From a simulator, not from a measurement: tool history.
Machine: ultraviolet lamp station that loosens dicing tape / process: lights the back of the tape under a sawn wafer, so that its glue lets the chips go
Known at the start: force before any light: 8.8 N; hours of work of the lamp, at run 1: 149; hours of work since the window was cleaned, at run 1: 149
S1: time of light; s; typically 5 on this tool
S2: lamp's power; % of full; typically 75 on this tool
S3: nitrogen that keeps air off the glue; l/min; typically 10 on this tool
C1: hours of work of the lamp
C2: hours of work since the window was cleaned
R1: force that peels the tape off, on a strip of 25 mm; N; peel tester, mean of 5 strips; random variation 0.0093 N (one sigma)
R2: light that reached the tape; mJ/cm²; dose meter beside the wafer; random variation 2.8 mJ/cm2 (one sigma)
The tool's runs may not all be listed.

run 1 day=0.000 | S1=5 S2=75 S3=10 | C1=149 C2=149 | R1=0.550 R2=338
run 2 day=2.054 | S1=5 S2=75 S3=10 | C1=177 C2=177 | R1=0.584 R2=332
run 3 day=3.988 | S1=5 S2=75 S3=10 | C1=203 C2=203 | R1=0.616 R2=324
run 4 day=5.225 | S1=5 S2=92 S3=10 | C1=220 C2=220 | R1=0.414 R2=394
run 5 day=6.892 | S1=5 S2=92 S3=18 | C1=243 C2=243 | R1=0.309 R2=383
run 6 day=9.308 | S1=5 S2=75 S3=10 | C1=276 C2=276 | R1=0.733 R2=305
run 7 day=11.808 | S1=5 S2=75 S3=10 | C1=310 C2=310 | R1=0.757 R2=295
run 8 day=14.304 | S1=5 S2=75 S3=10 | C1=344 C2=344 | R1=0.817 R2=286
run 9 day=17.183 | S1=5 S2=98 S3=10 | C1=383 C2=383 | R1=0.478 R2=364
run 10 day=19.762 | S1=5 S2=98 S3=10 | C1=418 C2=418 | R1=0.517 R2=351
-- day=21.050 window cleaned of glue's vapour
run 11 day=21.738 | S1=2 S2=75 S3=19 | C1=445 C2=9 | R1=3.456 R2=98
run 12 day=24.704 | S1=4 S2=75 S3=10 | C1=485 C2=50 | R1=1.727 R2=192
run 13 day=26.362 | S1=7 S2=77 S3=10 | C1=508 C2=72 | R1=0.579 R2=338
run 14 day=27.571 | S1=7 S2=75 S3=7 | C1=524 C2=89 | R1=0.737 R2=319
run 15 day=29.571 | S1=7 S2=75 S3=7 | C1=551 C2=116 | R1=0.818 R2=312

3 ways to go on from here, each from the tool as it stands after run 15. What would each give?
run A day=30.971 | S1=10 S2=75 S3=7 | C1=571 C2=135 | R1=? R2=?
run B day=30.971 | S1=6 S2=76 S3=3 | C1=571 C2=135 | R1=? R2=?
run C day=30.971 | S1=8 S2=75 S3=14 | C1=571 C2=135 | R1=? R2=?

run=A R1=0.375 R2=437
run=B R1=1.680 R2=266
run=C R1=0.455 R2=346
With the hidden condition removed and each run's random variation left untouched, the same runs would have given:
run=A R1=0.129 R2=783
run=B R1=0.508 R2=476
run=C R1=0.140 R2=623
